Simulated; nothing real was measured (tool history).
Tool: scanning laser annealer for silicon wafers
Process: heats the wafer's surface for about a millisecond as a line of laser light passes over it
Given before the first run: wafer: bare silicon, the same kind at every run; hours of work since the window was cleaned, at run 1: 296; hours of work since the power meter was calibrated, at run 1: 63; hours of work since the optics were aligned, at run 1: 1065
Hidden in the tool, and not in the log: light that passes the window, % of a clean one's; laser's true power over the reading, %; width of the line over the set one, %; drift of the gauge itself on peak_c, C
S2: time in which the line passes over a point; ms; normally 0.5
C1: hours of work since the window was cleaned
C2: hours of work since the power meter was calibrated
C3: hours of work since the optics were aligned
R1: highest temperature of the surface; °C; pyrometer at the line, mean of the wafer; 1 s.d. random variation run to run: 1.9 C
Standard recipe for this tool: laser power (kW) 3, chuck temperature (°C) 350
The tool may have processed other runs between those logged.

{"run": 1, "hour": 0.0, "laser power (kW)": 3, "S2": 0.5, "chuck temperature (°C)": 350, "C1": 296, "C2": 63, "C3": 1065, "R1": 1094}
{"run": 2, "hour": 14.1, "laser power (kW)": 3, "S2": 0.5, "chuck temperature (°C)": 350, "C1": 306, "C2": 72, "C3": 1074, "R1": 1093}
{"run": 3, "hour": 32.6, "laser power (kW)": 3, "S2": 0.503, "chuck temperature (°C)": 350, "C1": 317, "C2": 84, "C3": 1086, "R1": 1094}
{"run": 4, "hour": 49.8, "laser power (kW)": 3, "S2": 0.407, "chuck temperature (°C)": 350, "C1": 329, "C2": 95, "C3": 1097, "R1": 1016}
{"run": 5, "hour": 63.8, "laser power (kW)": 3, "S2": 0.407, "chuck temperature (°C)": 350, "C1": 338, "C2": 104, "C3": 1106, "R1": 1014}
{"run": 6, "hour": 73.3, "laser power (kW)": 3, "S2": 0.497, "chuck temperature (°C)": 350, "C1": 344, "C2": 110, "C3": 1112, "R1": 1090}
{"run": 7, "hour": 87.8, "laser power (kW)": 3, "S2": 0.5, "chuck temperature (°C)": 378, "C1": 353, "C2": 119, "C3": 1122, "R1": 1117}
{"run": 8, "hour": 101.1, "laser power (kW)": 3, "S2": 0.5, "chuck temperature (°C)": 378, "C1": 362, "C2": 128, "C3": 1130, "R1": 1120}
{"run": 9, "hour": 115.0, "laser power (kW)": 3, "S2": 0.5, "chuck temperature (°C)": 378, "C1": 371, "C2": 137, "C3": 1139, "R1": 1118}
{"run": 10, "hour": 129.4, "laser power (kW)": 3, "S2": 0.531, "chuck temperature (°C)": 378, "C1": 380, "C2": 146, "C3": 1149, "R1": 1143}
{"run": 11, "hour": 146.3, "laser power (kW)": 3, "S2": 0.5, "chuck temperature (°C)": 350, "C1": 391, "C2": 157, "C3": 1160, "R1": 1091}
{"run": 12, "hour": 161.1, "laser power (kW)": 3, "S2": 0.5, "chuck temperature (°C)": 350, "C1": 401, "C2": 167, "C3": 1169, "R1": 1088}
{"run": 13, "hour": 176.1, "laser power (kW)": 3, "S2": 0.5, "chuck temperature (°C)": 350, "C1": 410, "C2": 177, "C3": 1179, "R1": 1088}
{"run": 14, "hour": 193.2, "laser power (kW)": 3, "S2": 0.5, "chuck temperature (°C)": 350, "C1": 421, "C2": 188, "C3": 1190, "R1": 1086}
{"run": 15, "hour": 203.5, "laser power (kW)": 3, "S2": 0.5, "chuck temperature (°C)": 350, "C1": 428, "C2": 194, "C3": 1197, "R1": 1090}
{"run": 16, "hour": 220.7, "laser power (kW)": 3, "S2": 0.421, "chuck temperature (°C)": 350, "C1": 439, "C2": 205, "C3": 1208, "R1": 1023}
{"run": 17, "hour": 234.2, "laser power (kW)": 3, "S2": 0.492, "chuck temperature (°C)": 350, "C1": 448, "C2": 214, "C3": 1216, "R1": 1083}
{"run": 18, "hour": 248.5, "laser power (kW)": 3, "S2": 0.5, "chuck temperature (°C)": 350, "C1": 457, "C2": 223, "C3": 1226, "R1": 1088}
{"hour": 268.3, "done": "optics aligned, line set to its width"}
{"run": 19, "hour": 269.7, "laser power (kW)": 3, "S2": 0.5, "chuck temperature (°C)": 350, "C1": 468, "C2": 234, "C3": 1, "R1": 1097}
{"run": 20, "hour": 286.0, "laser power (kW)": 3.26, "S2": 0.5, "chuck temperature (°C)": 350, "C1": 478, "C2": 244, "C3": 11, "R1": 1159}
{"run": 21, "hour": 300.4, "laser power (kW)": 3.26, "S2": 0.5, "chuck temperature (°C)": 350, "C1": 488, "C2": 254, "C3": 21, "R1": 1161}
{"run": 22, "hour": 310.0, "laser power (kW)": 3, "S2": 0.415, "chuck temperature (°C)": 383, "C1": 494, "C2": 260, "C3": 27, "R1": 1060}
{"run": 23, "hour": 319.8, "laser power (kW)": 3.11, "S2": 0.56, "chuck temperature (°C)": 358, "C1": 500, "C2": 266, "C3": 33, "R1": 1182}
{"run": 24, "hour": 335.6, "laser power (kW)": 2.578, "S2": 0.542, "chuck temperature (°C)": 324, "C1": 510, "C2": 277, "C3": 44, "R1": 995}
{"hour": 339.2, "done": "window over the wafer cleaned"}
{"run": 25, "hour": 352.9, "laser power (kW)": 3, "S2": 0.428, "chuck temperature (°C)": 370, "C1": 9, "C2": 286, "C3": 53, "R1": 1052}
{"run": 26, "hour": 364.0, "laser power (kW)": 2.826, "S2": 0.601, "chuck temperature (°C)": 389, "C1": 16, "C2": 294, "C3": 61, "R1": 1156}
{"run": 27, "hour": 379.5, "laser power (kW)": 2.703, "S2": 0.401, "chuck temperature (°C)": 334, "C1": 26, "C2": 304, "C3": 71, "R1": 925}
{"hour": 382.7, "done": "window over the wafer cleaned, once more"}
{"run": 28, "hour": 395.8, "laser power (kW)": 3, "S2": 0.511, "chuck temperature (°C)": 350, "C1": 8, "C2": 313, "C3": 80, "R1": 1117}
{"run": 29, "hour": 412.0, "laser power (kW)": 2.997, "S2": 0.478, "chuck temperature (°C)": 350, "C1": 19, "C2": 323, "C3": 90, "R1": 1093}
{"run": 30, "hour": 422.4, "laser power (kW)": 2.997, "S2": 0.478, "chuck temperature (°C)": 350, "C1": 26, "C2": 330, "C3": 97, "R1": 1090}
{"run": 31, "hour": 437.1, "laser power (kW)": 3, "S2": 0.612, "chuck temperature (°C)": 350, "C1": 35, "C2": 340, "C3": 107, "R1": 1198}
{"run": 32, "hour": 447.9, "laser power (kW)": 3, "S2": 0.5, "chuck temperature (°C)": 339, "C1": 42, "C2": 347, "C3": 114, "R1": 1097}
{"run": 33, "hour": 461.4, "laser power (kW)": 3, "S2": 0.5, "chuck temperature (°C)": 339, "C1": 51, "C2": 355, "C3": 122, "R1": 1098}
{"run": 34, "hour": 472.8, "laser power (kW)": 3, "S2": 0.5, "chuck temperature (°C)": 339, "C1": 58, "C2": 363, "C3": 130, "R1": 1098}
{"run": 35, "hour": 482.8, "laser power (kW)": 3, "S2": 0.364, "chuck temperature (°C)": 339, "C1": 65, "C2": 369, "C3": 136, "R1": 980}
{"run": 36, "hour": 496.3, "laser power (kW)": 3.288, "S2": 0.56, "chuck temperature (°C)": 376, "C1": 74, "C2": 378, "C3": 145, "R1": 1258}
{"run": 37, "hour": 510.3, "laser power (kW)": 2.667, "S2": 0.591, "chuck temperature (°C)": 326, "C1": 83, "C2": 387, "C3": 154, "R1": 1067}
{"run": 38, "hour": 520.3, "laser power (kW)": 2.558, "S2": 0.379, "chuck temperature (°C)": 326, "C1": 89, "C2": 393, "C3": 160, "R1": 882}
{"run": 39, "hour": 531.6, "laser power (kW)": 2.58, "S2": 0.467, "chuck temperature (°C)": 373, "C1": 96, "C2": 401, "C3": 168, "R1": 1004}
{"run": 40, "hour": 550.4, "laser power (kW)": 2.89, "S2": 0.408, "chuck temperature (°C)": 313, "C1": 108, "C2": 413, "C3": 180, "R1": 967}
{"run": 41, "hour": 561.6, "laser power (kW)": 3.241, "S2": 0.5, "chuck temperature (°C)": 377, "C1": 116, "C2": 420, "C3": 187, "R1": 1193}

Below are 3 alternative next runs, each starting from the tool's condition after run 41. Predict each:
{"run": "A", "hour": 575.1, "laser power (kW)": 2.772, "S2": 0.526, "chuck temperature (°C)": 385, "C1": 124, "C2": 429, "C3": 196, "R1": "?"}
{"run": "B", "hour": 575.1, "laser power (kW)": 3.282, "S2": 0.528, "chuck temperature (°C)": 377, "C1": 124, "C2": 429, "C3": 196, "R1": "?"}
{"run": "C", "hour": 575.1, "laser power (kW)": 3.233, "S2": 0.5, "chuck temperature (°C)": 350, "C1": 124, "C2": 429, "C3": 196, "R1": "?"}

run=A R1=1106
run=B R1=1229
run=C R1=1166
With no hidden state in the tool, these same runs would have given:
run=A R1=1117
run=B R1=1242
run=C R1=1178
